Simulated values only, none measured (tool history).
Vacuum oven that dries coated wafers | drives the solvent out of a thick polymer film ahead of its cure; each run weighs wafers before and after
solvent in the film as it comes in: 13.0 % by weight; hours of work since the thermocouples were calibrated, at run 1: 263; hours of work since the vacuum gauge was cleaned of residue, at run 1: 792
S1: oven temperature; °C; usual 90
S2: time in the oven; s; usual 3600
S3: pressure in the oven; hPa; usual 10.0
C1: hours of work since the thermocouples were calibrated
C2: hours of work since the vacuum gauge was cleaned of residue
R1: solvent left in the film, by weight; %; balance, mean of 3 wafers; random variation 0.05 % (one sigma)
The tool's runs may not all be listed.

run	day	S1	S2	S3	C1	C2	R1
1	0.000	90	3600	10.0	263	792	0.82
2	2.488	90	2220	10.0	302	831	1.77
3	5.771	90	2220	10.0	353	882	1.71
4	7.471	75	2220	10.0	379	908	4.88
5	10.354	75	2220	10.0	424	953	4.90
6	14.025	75	2220	10.0	481	1010	4.82
7	17.154	75	2220	11.9	529	1058	4.92
8	19.733	75	2220	11.9	569	1098	4.92
9	21.792	97	3600	10.0	601	1130	0.44
10	23.983	102	3600	10.0	635	1164	0.27
11	25.625	102	3600	10.0	661	1190	0.41
12	27.338	78	3600	10.0	687	1216	2.60
13	30.121	78	3600	10.0	730	1260	2.73
14	33.825	90	3600	9.1	788	1317	0.92
15	37.342	90	3600	10.0	842	1372	1.01
16	40.808	90	3720	10.0	896	1425	0.85
17	44.450	90	3720	10.0	952	1482	0.91
18	47.238	90	3600	10.0	996	1525	1.05
19	49.379	90	3600	10.0	1029	1558	1.04
20	51.167	90	4920	10.0	1057	1586	0.69
21	53.162	90	4920	10.0	1088	1617	0.77
22	56.588	90	4920	10.0	1141	1670	0.77
23	58.217	90	4200	8.2	1166	1695	0.79
24	60.917	90	3420	8.2	1208	1737	1.12
25	62.762	99	6120	34.3	1236	1766	1.00
26	65.167	99	6120	34.3	1274	1803	1.05
27	68.600	99	6120	34.3	1327	1856	1.05
28	71.767	99	6120	34.3	1376	1905	0.98
# day 72.417: oven's thermocouples calibrated
29	74.725	78	3600	23.6	36	1950	3.16
30	77.133	84	3240	5.1	73	1987	1.62
31	79.675	84	3240	5.1	113	2027	1.65
# day 80.062: vacuum gauge cleaned of residue and calibrated
32	82.112	84	3600	6.8	149	32	1.65
33	85.050	79	2940	32.8	195	77	4.13
34	87.358	79	2940	32.8	231	113	4.15
# day 88.525: vacuum gauge cleaned of residue and calibrated, once more
35	89.100	90	3600	33.8	257	9	1.42
36	91.462	79	5040	14.3	293	46	1.53
37	93.396	79	5040	14.3	323	76	1.52
38	97.079	79	3180	14.3	380	133	2.73
39	99.288	100	2640	15.8	415	167	0.56
40	102.238	96	2340	24.6	460	213	1.27
41	105.962	95	2040	33.2	518	270	1.99
42	108.304	99	5760	25.9	555	307	0.59
43	110.033	99	5760	25.9	581	334	0.64
44	113.792	77	3600	13.7	640	392	2.89

Forecast each of these 4 alternatives for the next run:
A	116.342	90	3780	17.0	679	431	?
B	116.342	103	5160	37.3	679	431	?
C	116.342	102	1920	30.7	679	431	?
D	116.342	90	3960	20.9	679	431	?

run	R1
A	0.93
B	0.76
C	1.29
D	1.05
Without the tool's hidden state the same runs would have given:
run	R1
A	0.74
B	0.68
C	1.11
D	0.87

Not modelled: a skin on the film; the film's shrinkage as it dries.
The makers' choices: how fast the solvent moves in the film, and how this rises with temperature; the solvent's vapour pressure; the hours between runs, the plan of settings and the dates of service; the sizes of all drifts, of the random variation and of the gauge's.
